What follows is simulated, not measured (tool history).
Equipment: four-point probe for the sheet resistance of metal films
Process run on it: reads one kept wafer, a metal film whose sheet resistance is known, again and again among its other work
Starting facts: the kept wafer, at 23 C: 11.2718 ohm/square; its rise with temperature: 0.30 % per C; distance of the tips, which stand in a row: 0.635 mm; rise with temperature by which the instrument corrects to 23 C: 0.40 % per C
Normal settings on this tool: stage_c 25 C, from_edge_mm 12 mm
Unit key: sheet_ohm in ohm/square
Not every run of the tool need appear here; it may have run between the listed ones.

run	day	stage_c	from_edge_mm	sheet_ohm
1	0	25	12	11.267287
2	3.5	25	12	11.266113
3	7.262	25	12	11.266407
4	11.642	25	12	11.265276
5	15.621	25	12	11.26607
6	19.967	25	23	11.252936
7	22.067	25	23	11.259933
8	24.738	25	23	11.251578
# day 26.808: stage's thermometer calibrated
9	29.267	25	23	11.249997
10	32.508	23	12	11.289453
11	36.312	23	12	11.28746
12	39	26	4	11.391312
13	43.462	18	4	11.479594
14	46.538	20	55	11.307418
15	49.883	26	15	11.246877
16	54.438	19	12	11.333409
17	57.712	30	6	11.264513
18	60.162	25	9	11.276462
19	64.062	26	7	11.289045
20	66.025	33	12	11.180926
21	68.396	33	12	11.184503

What if the next run were any one of these 5? Each begins from the tool's condition after run 21:
A	70.708	21	26	?
B	70.708	24	29	?
C	70.708	24	44	?
D	70.708	33	65	?
E	70.708	21	19	?

run	sheet_ohm
A	11.295379
B	11.263559
C	11.261179
D	11.162813
E	11.297778
Without the tool's unlogged condition, the same runs would have read:
run	sheet_ohm
A	11.296535
B	11.264713
C	11.262332
D	11.163959
E	11.298935

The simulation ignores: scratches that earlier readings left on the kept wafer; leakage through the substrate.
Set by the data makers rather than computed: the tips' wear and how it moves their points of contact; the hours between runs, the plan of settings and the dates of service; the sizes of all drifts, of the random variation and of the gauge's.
